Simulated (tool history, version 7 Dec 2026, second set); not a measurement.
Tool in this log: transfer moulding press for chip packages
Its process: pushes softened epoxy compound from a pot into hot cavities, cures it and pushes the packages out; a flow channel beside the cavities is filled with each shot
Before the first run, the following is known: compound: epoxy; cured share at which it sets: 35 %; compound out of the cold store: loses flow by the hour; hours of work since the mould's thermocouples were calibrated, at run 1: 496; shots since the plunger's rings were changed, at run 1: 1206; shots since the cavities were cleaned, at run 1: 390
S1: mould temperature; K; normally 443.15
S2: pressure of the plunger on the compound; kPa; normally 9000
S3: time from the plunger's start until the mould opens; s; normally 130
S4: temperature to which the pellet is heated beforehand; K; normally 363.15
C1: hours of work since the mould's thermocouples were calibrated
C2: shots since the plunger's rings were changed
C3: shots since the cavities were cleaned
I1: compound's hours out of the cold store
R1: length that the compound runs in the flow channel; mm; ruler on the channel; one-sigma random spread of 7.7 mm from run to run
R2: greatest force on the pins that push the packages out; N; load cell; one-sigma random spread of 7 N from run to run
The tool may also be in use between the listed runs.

Run 1, hour 0.0: usual settings; C1 496; C2 1206; C3 390; I1 28.9. Result: R1 881 mm, R2 487 N.
Run 2, hour 12.7: usual settings; C1 504; C2 1339; C3 523; I1 32.0. Result: R1 884 mm, R2 522 N.
At hour 17.0: cavities cleaned with cleaning compound and waxed.
Run 3, hour 28.3: usual settings; C1 514; C2 1486; C3 118; I1 22.4. Result: R1 893 mm, R2 383 N.
Run 4, hour 38.1: usual settings; C1 521; C2 1589; C3 221; I1 20.5. Result: R1 886 mm, R2 442 N.
Run 5, hour 58.7: usual settings; C1 535; C2 1805; C3 437; I1 14.2. Result: R1 907 mm, R2 535 N.
At hour 71.0: cavities cleaned with cleaning compound and waxed.
Run 6, hour 79.4: usual settings; C1 549; C2 2006; C3 88; I1 32.3. Result: R1 851 mm, R2 360 N.
Run 7, hour 94.2: usual settings; C1 559; C2 2160; C3 242; I1 12.9. Result: R1 893 mm, R2 467 N.
Run 8, hour 107.0: usual settings; C1 568; C2 2294; C3 376; I1 39.5. Result: R1 834 mm, R2 503 N.
Run 9, hour 121.0: usual settings; C1 577; C2 2441; C3 523; I1 46.3. Result: R1 846 mm, R2 534 N.
At hour 125.2: cavities cleaned with cleaning compound and waxed.
Run 10, hour 133.0: usual settings but S3 116 s; C1 585; C2 2551; C3 82; I1 25.7. Result: R1 865 mm, R2 469 N.
Run 11, hour 145.9: usual settings but S1 446.15 K, S4 359.15 K; C1 594; C2 2686; C3 217; I1 32.5. Result: R1 847 mm, R2 358 N.
Run 12, hour 166.5: usual settings but S1 446.15 K, S4 359.15 K; C1 608; C2 2902; C3 433; I1 39.9. Result: R1 825 mm, R2 448 N.
At hour 179.0: cavities cleaned with cleaning compound and waxed.
Run 13, hour 180.5: usual settings but S1 450.15 K, S2 10450 kPa, S3 125 s; C1 617; C2 3032; C3 16; I1 23.8. Result: R1 905 mm, R2 262 N.
Run 14, hour 193.9: usual settings but S1 436.15 K, S2 10450 kPa, S3 116 s, S4 358.15 K; C1 626; C2 3173; C3 157; I1 45.4. Result: R1 917 mm, R2 822 N.
Run 15, hour 214.6: usual settings but S1 436.15 K, S2 10450 kPa, S3 116 s, S4 367.15 K; C1 640; C2 3389; C3 373; I1 27.2. Result: R1 956 mm, R2 991 N.
Run 16, hour 225.1: usual settings but S1 448.15 K, S2 7160 kPa, S4 367.15 K; C1 647; C2 3499; C3 483; I1 25.3. Result: R1 739 mm, R2 425 N.

4 ways to go on from here, each from the tool as it stands after run 16. What would each give?
At hour 233.7: cavities cleaned with cleaning compound and waxed.
Run A, hour 243.6: usual settings but S1 448.15 K, S2 9890 kPa, S3 147 s, S4 373.15 K; C1 659; C2 3677; C3 104; I1 14.8. Result: R1 ?, R2 ?.
At hour 233.7: cavities cleaned with cleaning compound and waxed.
Run B, hour 243.6: usual settings but S1 450.15 K, S2 7160 kPa, S3 115 s, S4 360.15 K; C1 659; C2 3677; C3 104; I1 16.2. Result: R1 ?, R2 ?.
At hour 233.7: cavities cleaned with cleaning compound and waxed.
Run C, hour 243.6: usual settings but S1 448.15 K, S2 7160 kPa, S3 125 s, S4 358.15 K; C1 659; C2 3677; C3 104; I1 30.0. Result: R1 ?, R2 ?.
At hour 233.7: cavities cleaned with cleaning compound and waxed.
Run D, hour 243.6: usual settings but S4 358.15 K; C1 659; C2 3677; C3 104; I1 13.5. Result: R1 ?, R2 ?.

run   R1   R2
  A  876  282
  B  744  343
  C  730  314
  D  885  409
With the hidden condition removed and each run's random variation left untouched, the same runs would have given:
run   R1   R2
  A  937  227
  B  796  262
  C  781  243
  D  947  305

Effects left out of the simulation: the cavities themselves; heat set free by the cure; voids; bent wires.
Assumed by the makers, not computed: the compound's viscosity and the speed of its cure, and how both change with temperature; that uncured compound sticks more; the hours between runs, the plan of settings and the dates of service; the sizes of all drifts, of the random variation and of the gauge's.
